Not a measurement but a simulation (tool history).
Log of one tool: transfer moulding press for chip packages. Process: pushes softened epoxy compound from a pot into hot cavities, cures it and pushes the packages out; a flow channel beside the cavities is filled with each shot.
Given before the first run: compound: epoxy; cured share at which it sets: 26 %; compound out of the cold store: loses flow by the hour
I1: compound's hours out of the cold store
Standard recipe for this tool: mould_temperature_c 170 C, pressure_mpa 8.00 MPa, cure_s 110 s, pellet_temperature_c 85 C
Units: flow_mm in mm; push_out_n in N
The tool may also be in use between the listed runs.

{"run": 1, "hour": 0.0, "mould_temperature_c": 170, "pressure_mpa": 8.0, "cure_s": 110, "pellet_temperature_c": 85, "I1": 31.7, "flow_mm": 825, "push_out_n": 490}
{"run": 2, "hour": 33.0, "mould_temperature_c": 170, "pressure_mpa": 8.0, "cure_s": 117, "pellet_temperature_c": 85, "I1": 8.3, "flow_mm": 927, "push_out_n": 639}
{"hour": 37.4, "done": "cavities cleaned with cleaning compound and waxed"}
{"hour": 53.9, "done": "mould's thermocouples calibrated"}
{"run": 3, "hour": 67.8, "mould_temperature_c": 170, "pressure_mpa": 8.0, "cure_s": 117, "pellet_temperature_c": 88, "I1": 11.2, "flow_mm": 921, "push_out_n": 769}
{"hour": 79.1, "done": "cavities cleaned with cleaning compound and waxed"}
{"hour": 106.0, "done": "cavities cleaned with cleaning compound and waxed, once more"}
{"run": 4, "hour": 110.4, "mould_temperature_c": 170, "pressure_mpa": 8.0, "cure_s": 117, "pellet_temperature_c": 88, "I1": 18.1, "flow_mm": 865, "push_out_n": 468}
{"run": 5, "hour": 129.2, "mould_temperature_c": 170, "pressure_mpa": 8.0, "cure_s": 117, "pellet_temperature_c": 88, "I1": 43.8, "flow_mm": 754, "push_out_n": 534}
{"hour": 146.6, "done": "cavities cleaned with cleaning compound and waxed"}
{"run": 6, "hour": 161.2, "mould_temperature_c": 170, "pressure_mpa": 8.0, "cure_s": 110, "pellet_temperature_c": 85, "I1": 21.7, "flow_mm": 841, "push_out_n": 535}
{"run": 7, "hour": 180.0, "mould_temperature_c": 170, "pressure_mpa": 8.0, "cure_s": 110, "pellet_temperature_c": 85, "I1": 44.0, "flow_mm": 738, "push_out_n": 629}
{"hour": 187.3, "done": "cavities cleaned with cleaning compound and waxed"}
{"run": 8, "hour": 204.9, "mould_temperature_c": 170, "pressure_mpa": 6.79, "cure_s": 110, "pellet_temperature_c": 85, "I1": 47.5, "flow_mm": 669, "push_out_n": 526}
{"hour": 225.6, "done": "cavities cleaned with cleaning compound and waxed"}
{"run": 9, "hour": 237.9, "mould_temperature_c": 170, "pressure_mpa": 8.0, "cure_s": 110, "pellet_temperature_c": 85, "I1": 35.3, "flow_mm": 772, "push_out_n": 522}
{"run": 10, "hour": 258.5, "mould_temperature_c": 176, "pressure_mpa": 8.92, "cure_s": 103, "pellet_temperature_c": 86, "I1": 26.5, "flow_mm": 829, "push_out_n": 565}
{"hour": 266.0, "done": "cavities cleaned with cleaning compound and waxed"}
{"run": 11, "hour": 298.7, "mould_temperature_c": 170, "pressure_mpa": 6.03, "cure_s": 110, "pellet_temperature_c": 82, "I1": 37.7, "flow_mm": 650, "push_out_n": 622}
{"hour": 304.7, "done": "cavities cleaned with cleaning compound and waxed"}
{"hour": 316.4, "done": "plunger's sealing rings changed"}
{"run": 12, "hour": 338.1, "mould_temperature_c": 170, "pressure_mpa": 8.35, "cure_s": 122, "pellet_temperature_c": 82, "I1": 19.1, "flow_mm": 917, "push_out_n": 614}
{"hour": 347.7, "done": "cavities cleaned with cleaning compound and waxed"}
{"run": 13, "hour": 365.7, "mould_temperature_c": 170, "pressure_mpa": 7.17, "cure_s": 101, "pellet_temperature_c": 95, "I1": 47.1, "flow_mm": 726, "push_out_n": 574}
{"hour": 386.9, "done": "cavities cleaned with cleaning compound and waxed"}
{"run": 14, "hour": 393.7, "mould_temperature_c": 165, "pressure_mpa": 9.19, "cure_s": 127, "pellet_temperature_c": 95, "I1": 39.6, "flow_mm": 854, "push_out_n": 518}
{"hour": 425.5, "done": "cavities cleaned with cleaning compound and waxed"}
{"run": 15, "hour": 430.2, "mould_temperature_c": 165, "pressure_mpa": 9.19, "cure_s": 127, "pellet_temperature_c": 95, "I1": 13.5, "flow_mm": 991, "push_out_n": 508}
{"run": 16, "hour": 454.9, "mould_temperature_c": 169, "pressure_mpa": 9.74, "cure_s": 147, "pellet_temperature_c": 83, "I1": 47.0, "flow_mm": 833, "push_out_n": 566}
{"hour": 466.4, "done": "cavities cleaned with cleaning compound and waxed"}
{"run": 17, "hour": 478.0, "mould_temperature_c": 178, "pressure_mpa": 7.81, "cure_s": 116, "pellet_temperature_c": 83, "I1": 10.7, "flow_mm": 879, "push_out_n": 461}

4 ways to go on from here, each from the tool as it stands after run 17. What would each give?
{"hour": 506.3, "done": "cavities cleaned with cleaning compound and waxed"}
{"run": "A", "hour": 509.2, "mould_temperature_c": 172, "pressure_mpa": 7.44, "cure_s": 116, "pellet_temperature_c": 83, "I1": 29.5, "flow_mm": "?", "push_out_n": "?"}
{"hour": 506.3, "done": "cavities cleaned with cleaning compound and waxed"}
{"run": "B", "hour": 509.2, "mould_temperature_c": 178, "pressure_mpa": 7.81, "cure_s": 116, "pellet_temperature_c": 94, "I1": 8.2, "flow_mm": "?", "push_out_n": "?"}
{"hour": 506.3, "done": "cavities cleaned with cleaning compound and waxed"}
{"run": "C", "hour": 509.2, "mould_temperature_c": 178, "pressure_mpa": 7.56, "cure_s": 90, "pellet_temperature_c": 87, "I1": 16.0, "flow_mm": "?", "push_out_n": "?"}
{"hour": 506.3, "done": "cavities cleaned with cleaning compound and waxed"}
{"run": "D", "hour": 509.2, "mould_temperature_c": 178, "pressure_mpa": 9.1, "cure_s": 108, "pellet_temperature_c": 83, "I1": 20.2, "flow_mm": "?", "push_out_n": "?"}

run=A flow_mm=778 push_out_n=457
run=B flow_mm=897 push_out_n=431
run=C flow_mm=836 push_out_n=473
run=D flow_mm=898 push_out_n=448
Without the tool's hidden state the same runs would have given:
run=A flow_mm=812 push_out_n=431
run=B flow_mm=936 push_out_n=407
run=C flow_mm=873 push_out_n=446
run=D flow_mm=938 push_out_n=422
